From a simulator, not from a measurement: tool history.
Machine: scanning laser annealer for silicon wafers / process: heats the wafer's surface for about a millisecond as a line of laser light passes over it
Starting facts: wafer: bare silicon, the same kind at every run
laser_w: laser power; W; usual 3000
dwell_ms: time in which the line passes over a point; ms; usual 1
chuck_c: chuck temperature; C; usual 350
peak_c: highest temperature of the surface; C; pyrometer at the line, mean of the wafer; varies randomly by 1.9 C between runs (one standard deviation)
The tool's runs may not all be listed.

| run | day | laser_w | dwell_ms | chuck_c | peak_c |
|---|---|---|---|---|---|
| 1 | 0 | 3000 | 1 | 350 | 1117 |
| 2 | 0.608 | 3000 | 1 | 350 | 1117 |
| 3 | 1.417 | 3069 | 1 | 350 | 1135 |
| 4 | 2.267 | 3069 | 1 | 350 | 1130 |
| 5 | 3.112 | 3069 | 1 | 350 | 1133 |
| 6 | 3.546 | 3069 | 1 | 350 | 1130 |
| 7 | 3.958 | 3000 | 1 | 350 | 1111 |
| 8 | 4.525 | 3000 | 1 | 350 | 1113 |
| 9 | 5.425 | 3000 | 1 | 350 | 1112 |
| 10 | 6.154 | 3000 | 1 | 350 | 1109 |
| 11 | 6.738 | 2801 | 1 | 350 | 1063 |
| 12 | 7.196 | 2801 | 1 | 350 | 1062 |
| 13 | 7.717 | 3000 | 1 | 350 | 1109 |
| 14 | 8.233 | 3000 | 1 | 350 | 1108 |
| 15 | 9.075 | 3000 | 1 | 350 | 1110 |
| 16 | 9.842 | 3000 | 1 | 350 | 1105 |
| 17 | 10.633 | 3000 | 1 | 350 | 1107 |
| 18 | 11.558 | 2637 | 1 | 312 | 979 |
| 19 | 12.054 | 2806 | 0.86 | 351 | 1009 |
| 20 | 12.912 | 2806 | 0.86 | 351 | 1010 |
| 21 | 13.388 | 2804 | 1.09 | 345 | 1081 |
|  | 13.608 | window over the wafer cleaned |
| 22 | 14.354 | 2622 | 0.97 | 345 | 1036 |
| 23 | 14.754 | 2819 | 0.97 | 341 | 1081 |
| 24 | 15.354 | 3101 | 1 | 384 | 1207 |
| 25 | 15.979 | 3101 | 1 | 384 | 1206 |
| 26 | 16.717 | 3101 | 0.88 | 384 | 1157 |
| 27 | 17.212 | 3029 | 0.72 | 316 | 1000 |
| 28 | 17.629 | 3029 | 0.72 | 316 | 996 |
| 29 | 18.55 | 3029 | 0.72 | 316 | 999 |
| 30 | 19.492 | 3029 | 1.2 | 316 | 1187 |
| 31 | 20.112 | 3029 | 1.2 | 316 | 1188 |
| 32 | 20.638 | 2959 | 1.2 | 350 | 1204 |
| 33 | 21.212 | 2959 | 1.2 | 350 | 1206 |
| 34 | 21.904 | 2634 | 1 | 364 | 1063 |

Each row is a separate what-if for the run after 34, all from the same tool condition, not one after another. Results?
| A | 22.688 | 3131 | 0.87 | 350 | ? |
| B | 22.688 | 2717 | 1 | 385 | ? |
| C | 22.688 | 3175 | 1 | 334 | ? |
| D | 22.688 | 2634 | 0.97 | 364 | ? |

| run | peak_c |
|---|---|
| A | 1116 |
| B | 1104 |
| C | 1170 |
| D | 1052 |
The same runs, with their run-to-run variation unchanged, on a tool lacking any hidden condition would have given:
| run | peak_c |
|---|---|
| A | 1133 |
| B | 1120 |
| C | 1188 |
| D | 1067 |
